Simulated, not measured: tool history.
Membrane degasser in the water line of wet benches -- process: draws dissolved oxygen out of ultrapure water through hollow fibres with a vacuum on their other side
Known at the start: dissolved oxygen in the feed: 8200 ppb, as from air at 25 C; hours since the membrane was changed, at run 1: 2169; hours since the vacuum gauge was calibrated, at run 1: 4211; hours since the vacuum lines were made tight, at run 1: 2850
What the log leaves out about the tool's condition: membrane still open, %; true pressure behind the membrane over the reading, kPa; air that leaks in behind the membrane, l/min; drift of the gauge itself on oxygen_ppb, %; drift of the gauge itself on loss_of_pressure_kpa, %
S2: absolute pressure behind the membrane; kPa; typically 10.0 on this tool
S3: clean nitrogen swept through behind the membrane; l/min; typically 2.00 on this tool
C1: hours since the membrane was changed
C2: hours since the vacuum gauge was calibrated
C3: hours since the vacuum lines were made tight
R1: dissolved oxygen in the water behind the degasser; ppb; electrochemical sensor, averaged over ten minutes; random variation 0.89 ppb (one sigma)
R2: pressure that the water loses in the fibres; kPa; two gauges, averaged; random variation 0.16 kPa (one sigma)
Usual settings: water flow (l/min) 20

{"run": 1, "hour": 0.0, "water flow (l/min)": 20, "S2": 10.0, "S3": 2.0, "C1": 2169, "C2": 4211, "C3": 2850, "R1": 174.5, "R2": 29.89}
{"run": 2, "hour": 154.1, "water flow (l/min)": 20, "S2": 10.0, "S3": 2.0, "C1": 2323, "C2": 4365, "C3": 3004, "R1": 176.2, "R2": 29.68}
{"run": 3, "hour": 339.7, "water flow (l/min)": 29, "S2": 10.0, "S3": 2.0, "C1": 2509, "C2": 4551, "C3": 3190, "R1": 268.7, "R2": 42.94}
{"run": 4, "hour": 537.5, "water flow (l/min)": 20, "S2": 10.0, "S3": 2.0, "C1": 2707, "C2": 4749, "C3": 3387, "R1": 176.5, "R2": 29.81}
{"run": 5, "hour": 647.4, "water flow (l/min)": 20, "S2": 10.0, "S3": 2.0, "C1": 2817, "C2": 4859, "C3": 3497, "R1": 176.5, "R2": 29.67}
{"run": 6, "hour": 810.7, "water flow (l/min)": 20, "S2": 10.0, "S3": 2.0, "C1": 2980, "C2": 5022, "C3": 3661, "R1": 176.2, "R2": 29.93}
{"hour": 961.1, "done": "vacuum gauge calibrated"}
{"run": 7, "hour": 1032.9, "water flow (l/min)": 20, "S2": 10.0, "S3": 1.53, "C1": 3202, "C2": 72, "C3": 3882, "R1": 218.0, "R2": 30.05}
{"run": 8, "hour": 1162.4, "water flow (l/min)": 20, "S2": 10.0, "S3": 1.53, "C1": 3331, "C2": 201, "C3": 4012, "R1": 218.1, "R2": 30.04}
{"run": 9, "hour": 1272.8, "water flow (l/min)": 16, "S2": 10.0, "S3": 2.0, "C1": 3441, "C2": 312, "C3": 4122, "R1": 136.0, "R2": 23.94}
{"run": 10, "hour": 1427.0, "water flow (l/min)": 16, "S2": 10.0, "S3": 2.0, "C1": 3596, "C2": 466, "C3": 4276, "R1": 135.2, "R2": 23.76}
{"run": 11, "hour": 1557.0, "water flow (l/min)": 16, "S2": 10.0, "S3": 2.0, "C1": 3726, "C2": 596, "C3": 4406, "R1": 136.8, "R2": 24.14}
{"run": 12, "hour": 1682.0, "water flow (l/min)": 16, "S2": 10.0, "S3": 2.0, "C1": 3851, "C2": 721, "C3": 4531, "R1": 137.3, "R2": 23.83}
{"run": 13, "hour": 1883.0, "water flow (l/min)": 20, "S2": 10.0, "S3": 4.4, "C1": 4052, "C2": 922, "C3": 4732, "R1": 88.9, "R2": 29.79}
{"run": 14, "hour": 2110.9, "water flow (l/min)": 20, "S2": 10.0, "S3": 1.12, "C1": 4280, "C2": 1150, "C3": 4960, "R1": 284.0, "R2": 29.94}
{"run": 15, "hour": 2356.7, "water flow (l/min)": 20, "S2": 10.0, "S3": 1.12, "C1": 4525, "C2": 1396, "C3": 5206, "R1": 288.7, "R2": 29.76}
{"run": 16, "hour": 2479.7, "water flow (l/min)": 20, "S2": 10.0, "S3": 1.12, "C1": 4648, "C2": 1519, "C3": 5329, "R1": 283.3, "R2": 30.04}
{"run": 17, "hour": 2716.4, "water flow (l/min)": 30, "S2": 23.9, "S3": 2.06, "C1": 4885, "C2": 1755, "C3": 5566, "R1": 694.6, "R2": 45.25}
{"run": 18, "hour": 2894.5, "water flow (l/min)": 30, "S2": 23.9, "S3": 2.06, "C1": 5063, "C2": 1933, "C3": 5744, "R1": 689.2, "R2": 44.77}
{"run": 19, "hour": 3070.5, "water flow (l/min)": 30, "S2": 23.9, "S3": 2.06, "C1": 5239, "C2": 2109, "C3": 5920, "R1": 691.8, "R2": 45.26}
{"run": 20, "hour": 3300.3, "water flow (l/min)": 30, "S2": 23.9, "S3": 2.06, "C1": 5469, "C2": 2339, "C3": 6150, "R1": 693.8, "R2": 45.1}
{"run": 21, "hour": 3550.4, "water flow (l/min)": 28, "S2": 24.1, "S3": 5.03, "C1": 5719, "C2": 2589, "C3": 6400, "R1": 314.9, "R2": 42.5}
{"run": 22, "hour": 3716.2, "water flow (l/min)": 22, "S2": 7.3, "S3": 1.97, "C1": 5885, "C2": 2755, "C3": 6566, "R1": 129.9, "R2": 33.26}
{"run": 23, "hour": 3861.3, "water flow (l/min)": 20, "S2": 20.4, "S3": 1.39, "C1": 6030, "C2": 2900, "C3": 6711, "R1": 556.3, "R2": 30.03}
{"run": 24, "hour": 4019.2, "water flow (l/min)": 32, "S2": 8.5, "S3": 2.85, "C1": 6188, "C2": 3058, "C3": 6869, "R1": 199.7, "R2": 48.2}
{"run": 25, "hour": 4192.0, "water flow (l/min)": 32, "S2": 8.3, "S3": 1.13, "C1": 6361, "C2": 3231, "C3": 7041, "R1": 363.7, "R2": 48.32}
{"run": 26, "hour": 4341.3, "water flow (l/min)": 32, "S2": 8.3, "S3": 1.13, "C1": 6510, "C2": 3380, "C3": 7191, "R1": 365.4, "R2": 48.26}
{"hour": 4423.7, "done": "seals of the vacuum lines changed"}
{"run": 27, "hour": 4533.8, "water flow (l/min)": 16, "S2": 10.0, "S3": 2.18, "C1": 6700, "C2": 3571, "C3": 110, "R1": 128.1, "R2": 24.1}
{"run": 28, "hour": 4725.5, "water flow (l/min)": 21, "S2": 14.5, "S3": 3.84, "C1": 6892, "C2": 3762, "C3": 302, "R1": 166.8, "R2": 31.85}
{"run": 29, "hour": 4850.6, "water flow (l/min)": 13, "S2": 14.4, "S3": 2.0, "C1": 7017, "C2": 3888, "C3": 427, "R1": 175.8, "R2": 19.67}
{"run": 30, "hour": 5021.2, "water flow (l/min)": 14, "S2": 20.3, "S3": 1.27, "C1": 7188, "C2": 4058, "C3": 597, "R1": 429.5, "R2": 21.18}
{"run": 31, "hour": 5129.5, "water flow (l/min)": 20, "S2": 10.2, "S3": 2.0, "C1": 7296, "C2": 4166, "C3": 706, "R1": 181.0, "R2": 30.28}
{"run": 32, "hour": 5295.0, "water flow (l/min)": 24, "S2": 21.4, "S3": 1.68, "C1": 7462, "C2": 4332, "C3": 871, "R1": 585.4, "R2": 36.77}

Alternative continuations, all from the tool just after run 32; predict every row:
{"run": "A", "hour": 5524.3, "water flow (l/min)": 20, "S2": 8.2, "S3": 2.0, "C1": 7691, "C2": 4561, "C3": 1101, "R1": "?", "R2": "?"}
{"run": "B", "hour": 5524.3, "water flow (l/min)": 24, "S2": 10.0, "S3": 5.63, "C1": 7691, "C2": 4561, "C3": 1101, "R1": "?", "R2": "?"}
{"run": "C", "hour": 5524.3, "water flow (l/min)": 20, "S2": 19.9, "S3": 1.56, "C1": 7691, "C2": 4561, "C3": 1101, "R1": "?", "R2": "?"}
{"run": "D", "hour": 5524.3, "water flow (l/min)": 31, "S2": 21.4, "S3": 1.86, "C1": 7691, "C2": 4561, "C3": 1101, "R1": "?", "R2": "?"}

run=A R1=137.5 R2=30.67
run=B R1=99.3 R2=36.39
run=C R1=496.1 R2=30.22
run=D R1=690.4 R2=47.09
Without the tool's hidden state the same runs would have given:
run=A R1=130.0 R2=29.86
run=B R1=93.2 R2=35.42
run=C R1=487.8 R2=29.42
run=D R1=677.0 R2=45.84
